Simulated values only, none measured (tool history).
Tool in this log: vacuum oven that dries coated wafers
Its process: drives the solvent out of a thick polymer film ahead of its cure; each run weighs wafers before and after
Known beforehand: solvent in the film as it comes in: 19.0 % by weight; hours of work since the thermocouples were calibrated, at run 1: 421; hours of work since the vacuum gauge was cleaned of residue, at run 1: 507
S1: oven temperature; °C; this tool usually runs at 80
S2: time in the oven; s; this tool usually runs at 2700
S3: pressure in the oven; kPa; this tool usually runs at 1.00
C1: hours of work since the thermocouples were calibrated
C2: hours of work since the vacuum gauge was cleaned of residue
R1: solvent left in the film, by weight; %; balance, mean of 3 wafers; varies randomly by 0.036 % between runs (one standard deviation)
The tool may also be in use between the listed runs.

run,hour,S1,S2,S3,C1,C2,R1
1,0.0,80,2700,1.00,421,507,1.14
2,70.9,80,1860,1.00,464,551,2.28
3,158.6,80,2700,2.26,518,604,1.38
4,237.7,80,2700,2.26,567,653,1.35
5,327.8,80,2700,2.26,622,708,1.35
6,369.3,80,2700,2.26,647,733,1.32
7,440.6,80,1800,1.00,691,777,2.49
8,482.2,80,1800,2.71,716,803,2.69
9,555.6,80,3600,2.71,761,848,0.90
10,626.3,80,2700,1.00,805,891,1.03
11,686.2,80,2700,1.00,841,928,1.03
12,766.7,80,1800,1.00,891,977,2.38
13,836.9,80,1920,1.00,934,1020,2.09
14,895.6,80,2700,1.28,970,1056,1.06
15,960.5,80,2700,1.28,1009,1096,1.07
16,1032.0,80,2700,1.28,1053,1139,1.08
17,1075.2,80,2700,1.28,1080,1166,1.08
18,1116.9,80,2700,1.28,1105,1191,1.05
19,1165.2,80,2700,1.28,1135,1221,1.06
20,1258.4,80,2700,1.28,1192,1278,1.05
21,1320.2,80,2700,1.28,1230,1316,1.02
22,1385.6,80,2100,1.00,1270,1356,1.66
23,1431.5,80,2100,1.00,1298,1384,1.64
24,1501.1,80,1860,1.16,1340,1427,2.08
25,1552.8,76,1440,0.62,1372,1458,4.46
# hour 1624.5: vacuum gauge cleaned of residue and calibrated
26,1630.1,88,2700,3.72,1418,3,0.69
27,1689.9,89,1320,1.00,1455,40,1.35
28,1779.7,89,4740,1.76,1510,95,0.34
# hour 1865.4: oven's thermocouples calibrated
29,1874.9,89,4740,1.76,6,152,0.30
30,1957.9,81,2280,0.59,57,203,1.47
31,2014.2,84,2340,1.65,91,237,1.12
32,2075.7,86,2340,1.00,129,275,0.76
33,2165.2,93,4680,1.98,184,330,0.33
34,2257.9,75,2700,1.00,240,387,2.29
35,2315.6,66,1920,2.27,276,422,7.41
36,2378.3,94,2520,2.67,314,460,0.42
37,2435.2,91,2700,1.18,349,495,0.26
38,2511.8,76,2700,1.84,396,542,2.21
39,2577.9,80,2700,3.29,436,583,1.68
40,2625.0,80,2700,3.29,465,611,1.66
41,2713.3,80,1740,1.45,519,666,2.84
42,2763.5,74,3180,1.00,550,696,1.77
43,2838.4,74,4380,0.56,596,742,0.82
44,2892.2,81,2880,1.00,629,775,0.85
45,2958.7,89,2160,1.00,670,816,0.44
46,3033.6,89,2160,1.00,715,862,0.47

Consider 4 possible next runs. They are alternatives, not a sequence: every one starts from the tool as it was left by run 46. What does each give?
A,3091.6,77,1320,0.65,751,897,?
B,3091.6,83,3480,0.58,751,897,?
C,3091.6,74,3660,1.00,751,897,?
D,3091.6,80,3420,2.78,751,897,?

run,R1
A,4.87
B,0.32
C,1.26
D,1.00
Without the tool's hidden state the same runs would have given:
run,R1
A,5.15
B,0.35
C,1.39
D,1.07
